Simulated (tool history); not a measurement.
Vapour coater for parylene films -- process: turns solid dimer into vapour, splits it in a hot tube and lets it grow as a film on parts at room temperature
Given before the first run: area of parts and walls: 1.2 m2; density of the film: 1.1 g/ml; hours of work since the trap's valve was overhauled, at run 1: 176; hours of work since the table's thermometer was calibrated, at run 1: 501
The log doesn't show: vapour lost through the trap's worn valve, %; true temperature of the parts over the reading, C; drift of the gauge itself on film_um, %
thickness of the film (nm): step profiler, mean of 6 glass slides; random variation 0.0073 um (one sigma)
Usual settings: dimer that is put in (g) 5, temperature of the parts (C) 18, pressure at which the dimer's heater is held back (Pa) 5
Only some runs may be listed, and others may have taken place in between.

run   hour  dimer that is put in (g)  temperature of the parts (C)  pressure at which the dimer's heater is held back (Pa)  hours of work since the trap's valve was overhauled  hours of work since the table's thermometer was calibrated  thickness of the film (nm)
  1      0                         5                            18                                                       5                                                  176                                                         501                        2302
  2    7.8                         5                            18                                                       5                                                  182                                                         508                        2318
  3   21.7                         5                            18                                                       5                                                  193                                                         519                        2296
  4   37.8                         5                            18                                                    6.72                                                  206                                                         531                        2232
  5   55.2                         2                            18                                                       5                                                  219                                                         545                         928
  6   63.6                         2                            18                                                       5                                                  226                                                         552                         928
  7   79.4                         5                            20                                                       5                                                  239                                                         564                        2122
  8   89.2                         5                            20                                                       5                                                  246                                                         572                        2120
  9  104.5                         5                            20                                                       5                                                  258                                                         584                        2104
 10  114.2                         5                            20                                                       5                                                  266                                                         592                        2124
 11  130.4                         5                            20                                                       5                                                  279                                                         605                        2118
 12  139.5                         5                            18                                                    4.29                                                  286                                                         612                        2334

Estimate the outcome of run 13 from the log above:
     141.4  -- table's thermometer calibrated
 13  153.7                         5                            12                                                    4.29                                                  297                                                          10                           ?

{"run 13": {"thickness of the film (nm)": 3008}}
If the tool had no hidden condition, the same run with the same run-to-run variation would have returned thickness of the film (nm) 2995.
